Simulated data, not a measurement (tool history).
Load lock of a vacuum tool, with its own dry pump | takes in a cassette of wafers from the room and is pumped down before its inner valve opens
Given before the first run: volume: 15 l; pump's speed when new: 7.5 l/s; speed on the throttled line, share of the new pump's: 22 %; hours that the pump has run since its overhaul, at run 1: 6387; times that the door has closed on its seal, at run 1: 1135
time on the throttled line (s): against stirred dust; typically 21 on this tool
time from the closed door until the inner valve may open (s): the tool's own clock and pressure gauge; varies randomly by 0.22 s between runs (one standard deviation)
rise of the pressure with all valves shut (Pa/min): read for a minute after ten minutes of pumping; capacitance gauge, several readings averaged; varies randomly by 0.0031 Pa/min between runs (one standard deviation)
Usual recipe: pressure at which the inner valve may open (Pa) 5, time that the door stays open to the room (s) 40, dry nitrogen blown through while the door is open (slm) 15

run	hour	time on the throttled line (s)	pressure at which the inner valve may open (Pa)	time that the door stays open to the room (s)	dry nitrogen blown through while the door is open (slm)	hours that the pump has run since its overhaul	times that the door has closed on its seal	incoming humidity of the room's air, %	time from the closed door until the inner valve may open (s)	rise of the pressure with all valves shut (Pa/min)
1	0.0	21	5	40	15	6387	1135	42.3	38.8	0.072
2	278.3	21	5	40	15	6666	2251	46.4	38.8	0.086
3	637.4	21	5	229	15	7025	3691	42.0	39.0	0.174
4	942.4	21	5	40	15	7330	4914	44.9	39.3	0.096
5	1338.0	21	5	40	15	7725	6500	45.5	39.2	0.115
6	1529.7	21	5	40	15	7917	7269	43.2	39.2	0.116
7	1857.4	21	5	40	15	8245	8583	43.0	39.4	0.132
8	2260.3	16	5	40	15	8648	10199	44.8	36.0	0.145
9	2582.6	16	5	40	15	8970	11491	45.6	36.3	0.167
10	2853.0	16	5	40	15	9240	12576	43.9	36.6	0.170
11	3175.8	16	5	40	15	9563	13870	41.5	35.9	0.184
12	3389.1	16	5	40	9	9776	14725	44.2	36.5	0.207
13	3625.5	21	5	62	15	10013	15673	47.7	40.0	0.233
14	3831.8	12	8	45	18	10219	16500	47.5	32.3	0.223
15	4008.3	14	9	61	7	10396	17208	47.7	33.8	0.275
16	4304.7	26	8	183	8	10692	18397	45.1	42.9	0.358
17	4533.7	21	9	40	12	10921	19315	47.5	38.9	0.267
18	4722.1	21	9	40	12	11109	20070	47.9	39.2	0.273
# hour 4935.7: dry pump taken out, an overhauled one fitted
19	5076.4	21	9	40	12	141	21467	44.0	34.9	0.291
20	5434.0	10	6	40	21	498	22901	45.6	27.7	0.315
21	5810.4	21	5	147	5	875	24410	47.3	37.0	0.463
22	6230.2	21	5	40	35	1294	26094	45.3	36.7	0.366
23	6644.1	21	5	40	15	1708	27753	48.4	37.0	0.414

Across each entry between runs, compare the hidden state at the last listed run before it with the hidden state at the first listed run after it:
Logged between run 18 and run 19: dry pump taken out, an overhauled one fitted (hour 4935.7)
  pump's speed, % of a new pump's: 79.2 -> 99.6; leak at the door's seal, Pa l/s: 0.0542 -> 0.0603
  measured minus no-state result, time from the closed door until the inner valve may open (s): +3.8 -> +0.0; rise of the pressure with all valves shut (Pa/min): +0.208 -> +0.229

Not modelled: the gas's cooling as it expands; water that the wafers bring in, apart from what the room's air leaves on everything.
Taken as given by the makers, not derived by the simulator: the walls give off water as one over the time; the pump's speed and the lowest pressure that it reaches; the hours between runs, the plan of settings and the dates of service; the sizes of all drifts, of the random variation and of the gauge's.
